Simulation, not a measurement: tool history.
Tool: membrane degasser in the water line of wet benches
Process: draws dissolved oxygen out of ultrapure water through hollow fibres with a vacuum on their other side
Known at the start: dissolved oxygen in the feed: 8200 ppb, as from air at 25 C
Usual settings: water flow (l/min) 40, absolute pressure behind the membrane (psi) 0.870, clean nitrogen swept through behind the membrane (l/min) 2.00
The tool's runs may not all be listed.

run	hour	water flow (l/min)	absolute pressure behind the membrane (psi)	clean nitrogen swept through behind the membrane (l/min)	dissolved oxygen in the water behind the degasser (ppb)	pressure that the water loses in the fibres (psi)
1	0.0	40	0.870	2.00	136.7	8.392
2	87.5	25	0.870	2.00	81.9	5.236
3	252.9	40	0.870	3.47	91.7	8.377
4	375.8	40	0.870	3.47	92.1	8.359
5	534.3	42	0.870	2.00	153.8	8.788
6	685.8	42	0.870	2.58	123.2	8.788
7	830.7	42	1.157	2.58	196.1	8.756
8	971.5	42	1.157	2.58	192.2	8.859
9	1109.3	42	1.157	2.58	196.4	8.762
10	1281.8	42	1.157	2.58	194.0	8.807
# hour 1420.0: vacuum gauge calibrated
11	1444.5	40	0.870	2.00	140.7	8.403
12	1535.5	27	0.870	2.00	88.5	5.693
13	1697.3	24	1.194	1.67	163.2	5.062
14	1798.5	25	2.026	3.40	184.6	5.217
15	1871.9	26	1.070	2.00	126.1	5.439
16	1950.4	40	1.701	2.00	383.0	8.374
17	2063.2	40	1.701	2.00	383.2	8.340
18	2148.8	40	1.701	2.00	381.1	8.405
19	2304.4	40	1.125	1.36	291.2	8.401
20	2446.3	40	1.125	1.36	291.3	8.405
21	2519.7	30	1.594	2.00	265.3	6.308

Forecast each of these 3 alternatives for the next run:
A	2664.7	40	0.569	2.00	?	?
B	2664.7	38	0.725	5.17	?	?
C	2664.7	54	1.594	2.00	?	?

run	dissolved oxygen in the water behind the degasser (ppb)	pressure that the water loses in the fibres (psi)
A	49.4	8.360
B	44.6	7.990
C	490.2	11.370
Without the tool's hidden state the same runs would have given:
run	dissolved oxygen in the water behind the degasser (ppb)	pressure that the water loses in the fibres (psi)
A	49.4	8.359
B	44.6	7.989
C	490.1	11.367
